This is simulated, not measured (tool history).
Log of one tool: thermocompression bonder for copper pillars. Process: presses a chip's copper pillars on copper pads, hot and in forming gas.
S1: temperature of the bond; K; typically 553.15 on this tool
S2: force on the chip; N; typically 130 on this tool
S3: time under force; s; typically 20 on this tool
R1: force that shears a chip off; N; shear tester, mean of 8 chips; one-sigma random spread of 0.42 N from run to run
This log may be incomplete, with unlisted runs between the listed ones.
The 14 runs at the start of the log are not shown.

run   hour      S1   S2  S3    R1
 15  300.6  553.15  130  20  62.7
 16  328.5  553.15  130  20    62
 17  357.2  553.15  179  20    76
 18    386  553.15  144  20  67.2
 19  405.9  553.15  144  20    66
 20  434.8  553.15  144  20  65.6
 21  456.3  559.15  112  16    54
 22  470.2  559.15  112  16  54.2
 23  495.3  559.15  104  16  51.2
 24  526.8  559.15  104  16    51
 25  556.7  559.15  104  16  51.3
 26  579.8  553.15  130  50  82.5
 27  597.7  553.15  130  50  81.5
     624.2  -- heater calibrated with a thermocouple chip
 28  625.6  553.15  130  50  73.8
 29  657.3  560.15   98  34    58
 30  679.2  579.15  103  39  79.4
     688.6  -- forming gas filter changed
 31  710.7  579.15  103  39  84.9
 32  725.3  579.15  103  39  84.8
 33  741.5  579.15  103  39  84.6
 34  767.7  579.15  103  39  84.4

Predict the results of run 35:
 35  794.3  579.15  103  39   ?

{"run 35": {"R1": 84.4}}
Were there no unlogged condition in the tool, this run, its random variation unchanged, would have produced R1 83 N.
